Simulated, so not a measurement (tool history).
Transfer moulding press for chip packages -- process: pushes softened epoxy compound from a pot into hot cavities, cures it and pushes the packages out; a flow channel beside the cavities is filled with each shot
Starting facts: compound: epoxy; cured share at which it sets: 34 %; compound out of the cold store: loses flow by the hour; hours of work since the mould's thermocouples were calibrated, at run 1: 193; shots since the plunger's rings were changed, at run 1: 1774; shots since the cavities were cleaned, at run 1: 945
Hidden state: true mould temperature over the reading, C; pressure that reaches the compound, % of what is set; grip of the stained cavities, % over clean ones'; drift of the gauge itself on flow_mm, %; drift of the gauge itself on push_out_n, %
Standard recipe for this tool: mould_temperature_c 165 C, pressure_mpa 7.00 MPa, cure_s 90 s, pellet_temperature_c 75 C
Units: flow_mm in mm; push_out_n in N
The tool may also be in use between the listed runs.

run	hour	mould_temperature_c	pressure_mpa	cure_s	pellet_temperature_c	hours of work since the mould's thermocouples were calibrated	shots since the plunger's rings were changed	shots since the cavities were cleaned	incoming compound's hours out of the cold store	flow_mm	push_out_n
1	0.0	165	7.00	90	75	193	1774	945	35.9	917	537
# hour 11.2: cavities cleaned with cleaning compound and waxed
2	11.2	165	7.00	90	75	197	1846	0	37.5	890	275
3	20.1	165	7.00	90	75	201	1912	66	42.8	879	298
4	26.6	165	7.00	90	78	204	1961	115	41.8	890	329
5	35.4	165	7.00	90	78	207	2026	180	46.4	866	355
6	44.8	165	7.00	90	78	211	2095	249	46.9	861	382
7	54.6	165	7.00	90	75	215	2168	322	30.4	921	407
8	60.0	165	7.00	90	75	218	2208	362	29.0	932	438
9	69.2	162	7.00	90	75	221	2276	430	41.4	894	556
10	77.9	165	5.70	90	74	225	2341	495	23.3	860	460
11	84.0	165	7.00	119	65	228	2387	541	46.0	866	349
12	91.2	165	7.00	119	65	231	2440	594	26.0	937	365
13	97.1	165	7.25	116	72	233	2484	638	31.2	932	378
14	107.5	172	8.80	90	71	237	2561	715	38.0	962	410
15	112.9	165	8.80	125	83	240	2601	755	43.8	984	398

Here are 5 independent what-if runs from the current tool condition. What would each one return?
A	121.8	165	8.80	82	83	243	2667	821	31.1	?	?
B	121.8	165	7.21	120	83	243	2667	821	26.8	?	?
C	121.8	161	8.78	90	75	243	2667	821	16.3	?	?
D	121.8	165	6.42	124	83	243	2667	821	22.7	?	?
E	121.8	159	7.00	120	66	243	2667	821	45.8	?	?

run	flow_mm	push_out_n
A	1016	635
B	952	398
C	1123	778
D	907	391
E	895	461
Had the tool no hidden state, the same runs would have come out as:
run	flow_mm	push_out_n
A	1067	309
B	999	200
C	1179	376
D	953	200
E	940	228

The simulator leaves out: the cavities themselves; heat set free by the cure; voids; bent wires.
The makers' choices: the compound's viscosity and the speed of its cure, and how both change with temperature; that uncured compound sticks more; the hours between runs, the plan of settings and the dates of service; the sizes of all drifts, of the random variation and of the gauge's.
